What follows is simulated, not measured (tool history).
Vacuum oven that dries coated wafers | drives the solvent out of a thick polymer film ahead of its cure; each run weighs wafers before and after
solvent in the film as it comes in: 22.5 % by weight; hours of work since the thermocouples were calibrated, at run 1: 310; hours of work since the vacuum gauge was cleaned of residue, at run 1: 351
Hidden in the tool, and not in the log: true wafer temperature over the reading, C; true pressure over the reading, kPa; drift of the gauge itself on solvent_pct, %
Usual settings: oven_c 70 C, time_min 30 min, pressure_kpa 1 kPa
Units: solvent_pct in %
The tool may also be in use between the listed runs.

run	hour	oven_c	time_min	pressure_kpa	hours of work since the thermocouples were calibrated	hours of work since the vacuum gauge was cleaned of residue	solvent_pct
1	0	70	30	1	310	351	3.48
2	28.3	70	30	1	322	363	3.55
3	82.4	73	30	1	344	385	2.68
4	137.7	76	30	1	366	407	2.08
5	193.2	76	30	1	389	430	2.18
6	237.1	76	30	1	407	448	2.09
7	263.8	76	30	0.66	418	459	1.62
8	313.2	76	30	0.66	438	479	1.77
9	360.7	58	30	0.66	457	499	7.67
10	415.2	58	30	0.66	480	521	7.56
11	441.7	58	30	0.66	490	532	7.68
12	473	58	30	0.66	503	544	7.6
13	515.8	75	54	2.63	521	562	3.95
14	542.4	60	38	2.63	532	573	9.96
15	569.4	60	38	2.63	543	584	9.89
16	623.1	60	38	2.63	565	606	9.9
17	686.1	60	38	2.63	590	631	9.68
18	737	66	30	1.5	611	652	5.91
19	771.7	58	29	1.06	625	666	8.97
20	827.4	58	29	1.06	648	689	8.82
21	853.9	56	19	0.89	659	700	11.94
22	891.4	69	30	0.63	674	715	3.33
23	938.8	79	16	1.16	693	735	3.65

Some steps in solvent_pct between neighbouring runs. How much of each would the tool show without its hidden state too (settings, what came in, random variation), and how much is left for the hidden state, with any gauge scatter that isn't in both results?
Run 8 -> 9: oven_c 76 -> 58. solvent_pct +5.9 %: hidden state +0.15, all else +5.75.
Run 13 -> 14: oven_c 75 -> 60, time_min 54 -> 38. solvent_pct +6.01 %: hidden state +0.15, all else +5.86.
Run 21 -> 22: oven_c 56 -> 69, time_min 19 -> 30, pressure_kpa 0.89 -> 0.63. solvent_pct -8.61 %: hidden state -0.02, all else -8.59.
Run 22 -> 23: oven_c 69 -> 79, time_min 30 -> 16, pressure_kpa 0.63 -> 1.16. solvent_pct +0.32 %: hidden state -0.16, all else +0.48.

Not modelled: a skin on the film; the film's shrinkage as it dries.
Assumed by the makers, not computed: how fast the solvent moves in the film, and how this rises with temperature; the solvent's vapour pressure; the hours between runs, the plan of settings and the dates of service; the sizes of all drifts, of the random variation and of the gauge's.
